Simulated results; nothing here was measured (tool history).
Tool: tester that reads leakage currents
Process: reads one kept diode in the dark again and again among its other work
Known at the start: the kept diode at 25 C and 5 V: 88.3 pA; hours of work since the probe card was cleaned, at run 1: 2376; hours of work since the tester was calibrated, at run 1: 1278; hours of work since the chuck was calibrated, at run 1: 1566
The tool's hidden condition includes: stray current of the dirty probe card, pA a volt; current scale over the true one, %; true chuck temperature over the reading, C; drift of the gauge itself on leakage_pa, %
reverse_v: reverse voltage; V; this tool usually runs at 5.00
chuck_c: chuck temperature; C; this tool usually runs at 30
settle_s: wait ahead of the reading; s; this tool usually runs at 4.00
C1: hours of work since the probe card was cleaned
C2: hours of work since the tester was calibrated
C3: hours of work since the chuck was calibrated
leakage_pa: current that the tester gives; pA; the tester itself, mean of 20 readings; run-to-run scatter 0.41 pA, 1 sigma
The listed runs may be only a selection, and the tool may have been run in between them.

{"run": 1, "hour": 0.0, "reverse_v": 5.0, "chuck_c": 30, "settle_s": 4.0, "C1": 2376, "C2": 1278, "C3": 1566, "leakage_pa": 154.12}
{"run": 2, "hour": 84.6, "reverse_v": 5.0, "chuck_c": 30, "settle_s": 4.0, "C1": 2435, "C2": 1337, "C3": 1625, "leakage_pa": 154.62}
{"run": 3, "hour": 202.9, "reverse_v": 5.0, "chuck_c": 30, "settle_s": 4.0, "C1": 2518, "C2": 1421, "C3": 1709, "leakage_pa": 156.61}
{"run": 4, "hour": 318.9, "reverse_v": 5.0, "chuck_c": 30, "settle_s": 4.0, "C1": 2600, "C2": 1502, "C3": 1790, "leakage_pa": 156.63}
{"hour": 334.7, "done": "probe card cleaned and baked"}
{"run": 5, "hour": 396.1, "reverse_v": 5.0, "chuck_c": 30, "settle_s": 4.0, "C1": 43, "C2": 1554, "C3": 1842, "leakage_pa": 161.35}
{"run": 6, "hour": 495.4, "reverse_v": 5.0, "chuck_c": 30, "settle_s": 4.0, "C1": 113, "C2": 1624, "C3": 1912, "leakage_pa": 161.89}
{"run": 7, "hour": 604.6, "reverse_v": 9.81, "chuck_c": 30, "settle_s": 1.17, "C1": 190, "C2": 1701, "C3": 1989, "leakage_pa": 226.02}
{"hour": 695.6, "done": "chuck's temperature calibrated"}
{"run": 8, "hour": 725.0, "reverse_v": 3.63, "chuck_c": 30, "settle_s": 1.44, "C1": 273, "C2": 1784, "C3": 21, "leakage_pa": 123.55}
{"run": 9, "hour": 813.3, "reverse_v": 5.0, "chuck_c": 52, "settle_s": 4.0, "C1": 335, "C2": 1846, "C3": 83, "leakage_pa": 774.8}
{"run": 10, "hour": 896.4, "reverse_v": 5.0, "chuck_c": 52, "settle_s": 4.0, "C1": 393, "C2": 1904, "C3": 141, "leakage_pa": 771.95}
{"hour": 958.5, "done": "probe card cleaned and baked, once more"}
{"run": 11, "hour": 968.9, "reverse_v": 10.45, "chuck_c": 29, "settle_s": 4.0, "C1": 7, "C2": 1953, "C3": 190, "leakage_pa": 169.4}

Here are 5 independent what-if runs from the current tool condition. What would each one return?
{"run": "A", "hour": 1085.6, "reverse_v": 17.14, "chuck_c": 24, "settle_s": 1.18, "C1": 89, "C2": 2035, "C3": 272, "leakage_pa": "?"}
{"run": "B", "hour": 1085.6, "reverse_v": 5.0, "chuck_c": 50, "settle_s": 4.0, "C1": 89, "C2": 2035, "C3": 272, "leakage_pa": "?"}
{"run": "C", "hour": 1085.6, "reverse_v": 4.18, "chuck_c": 30, "settle_s": 4.0, "C1": 89, "C2": 2035, "C3": 272, "leakage_pa": "?"}
{"run": "D", "hour": 1085.6, "reverse_v": 5.0, "chuck_c": 34, "settle_s": 0.89, "C1": 89, "C2": 2035, "C3": 272, "leakage_pa": "?"}
{"run": "E", "hour": 1085.6, "reverse_v": 5.0, "chuck_c": 39, "settle_s": 4.0, "C1": 89, "C2": 2035, "C3": 272, "leakage_pa": "?"}

run=A leakage_pa=138.68
run=B leakage_pa=660.88
run=C leakage_pa=124.54
run=D leakage_pa=188.70
run=E leakage_pa=283.06
Take away the tool's hidden state, keep each run's random variation, and the runs would have read:
run=A leakage_pa=139.05
run=B leakage_pa=667.16
run=C leakage_pa=125.48
run=D leakage_pa=190.21
run=E leakage_pa=285.51

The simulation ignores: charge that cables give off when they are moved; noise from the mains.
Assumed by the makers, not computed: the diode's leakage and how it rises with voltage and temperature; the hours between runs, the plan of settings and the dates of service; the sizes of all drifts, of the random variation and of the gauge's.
